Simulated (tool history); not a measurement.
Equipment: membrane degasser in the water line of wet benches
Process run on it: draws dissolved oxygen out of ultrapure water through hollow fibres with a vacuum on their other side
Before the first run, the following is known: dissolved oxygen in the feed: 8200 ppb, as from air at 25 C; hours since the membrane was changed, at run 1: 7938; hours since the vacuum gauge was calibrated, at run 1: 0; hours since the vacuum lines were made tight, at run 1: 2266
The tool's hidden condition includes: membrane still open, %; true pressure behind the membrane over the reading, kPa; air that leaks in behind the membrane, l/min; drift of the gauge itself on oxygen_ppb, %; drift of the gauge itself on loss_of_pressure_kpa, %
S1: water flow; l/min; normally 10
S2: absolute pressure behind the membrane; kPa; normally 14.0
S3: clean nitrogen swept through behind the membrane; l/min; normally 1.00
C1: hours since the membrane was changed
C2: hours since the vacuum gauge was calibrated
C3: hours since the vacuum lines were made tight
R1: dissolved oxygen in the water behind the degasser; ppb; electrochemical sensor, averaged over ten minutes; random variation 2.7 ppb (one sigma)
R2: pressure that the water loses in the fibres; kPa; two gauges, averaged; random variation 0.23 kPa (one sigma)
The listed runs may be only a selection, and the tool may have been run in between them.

run 1 day=0.000 | S1=10 S2=14.0 S3=1.00 | C1=7938 C2=0 C3=2266 | R1=406.5 R2=65.19
run 2 day=6.529 | S1=10 S2=14.0 S3=1.00 | C1=8095 C2=157 C3=2422 | R1=408.7 R2=65.43
run 3 day=12.642 | S1=10 S2=14.0 S3=1.00 | C1=8241 C2=303 C3=2569 | R1=419.3 R2=65.83
run 4 day=20.229 | S1=10 S2=17.5 S3=1.00 | C1=8423 C2=485 C3=2751 | R1=488.3 R2=65.55
run 5 day=27.933 | S1=10 S2=17.5 S3=1.00 | C1=8608 C2=670 C3=2936 | R1=493.4 R2=65.77
run 6 day=32.171 | S1=10 S2=17.5 S3=1.00 | C1=8710 C2=772 C3=3038 | R1=488.2 R2=65.53
run 7 day=36.838 | S1=10 S2=14.0 S3=2.87 | C1=8822 C2=884 C3=3150 | R1=265.0 R2=66.12
run 8 day=41.304 | S1=10 S2=14.0 S3=2.87 | C1=8929 C2=991 C3=3257 | R1=267.0 R2=66.00
run 9 day=44.767 | S1=10 S2=14.0 S3=2.87 | C1=9012 C2=1074 C3=3340 | R1=264.5 R2=66.60
-- day=45.438 membrane cartridge changed
run 10 day=50.042 | S1=10 S2=22.3 S3=1.00 | C1=111 C2=1197 C3=3463 | R1=545.7 R2=59.59
-- day=53.475 seals of the vacuum lines changed
run 11 day=57.371 | S1=12 S2=10.6 S3=1.84 | C1=284 C2=1371 C3=93 | R1=258.8 R2=71.85
run 12 day=62.629 | S1=11 S2=14.1 S3=0.92 | C1=411 C2=1497 C3=220 | R1=417.6 R2=65.82
run 13 day=69.229 | S1=11 S2=14.1 S3=0.92 | C1=569 C2=1655 C3=378 | R1=419.7 R2=65.65
run 14 day=75.979 | S1=10 S2=11.7 S3=1.17 | C1=731 C2=1818 C3=540 | R1=279.5 R2=60.02
run 15 day=81.012 | S1=11 S2=14.4 S3=2.59 | C1=852 C2=1938 C3=661 | R1=248.2 R2=66.34
run 16 day=87.517 | S1=14 S2=10.5 S3=0.61 | C1=1008 C2=2094 C3=817 | R1=526.8 R2=83.79
run 17 day=91.725 | S1=7 S2=11.1 S3=1.00 | C1=1109 C2=2195 C3=918 | R1=204.2 R2=41.91
run 18 day=100.129 | S1=10 S2=26.1 S3=0.45 | C1=1311 C2=2397 C3=1120 | R1=1092.0 R2=60.42
run 19 day=106.658 | S1=10 S2=26.1 S3=0.45 | C1=1467 C2=2554 C3=1276 | R1=1118.3 R2=60.53
run 20 day=111.192 | S1=10 S2=34.4 S3=0.63 | C1=1576 C2=2663 C3=1385 | R1=1090.3 R2=61.12

3 ways to go on from here, each from the tool as it stands after run 20. What would each give?
run A day=116.479 | S1=10 S2=31.6 S3=1.00 | C1=1703 C2=2789 C3=1512 | R1=? R2=?
run B day=116.479 | S1=10 S2=14.0 S3=0.53 | C1=1703 C2=2789 C3=1512 | R1=? R2=?
run C day=116.479 | S1=10 S2=27.0 S3=2.19 | C1=1703 C2=2789 C3=1512 | R1=? R2=?

run=A R1=735.8 R2=60.37
run=B R1=556.1 R2=60.33
run=C R1=373.8 R2=60.60
Without the tool's hidden state the same runs would have given:
run=A R1=722.5 R2=59.21
run=B R1=542.2 R2=59.17
run=C R1=362.3 R2=59.43

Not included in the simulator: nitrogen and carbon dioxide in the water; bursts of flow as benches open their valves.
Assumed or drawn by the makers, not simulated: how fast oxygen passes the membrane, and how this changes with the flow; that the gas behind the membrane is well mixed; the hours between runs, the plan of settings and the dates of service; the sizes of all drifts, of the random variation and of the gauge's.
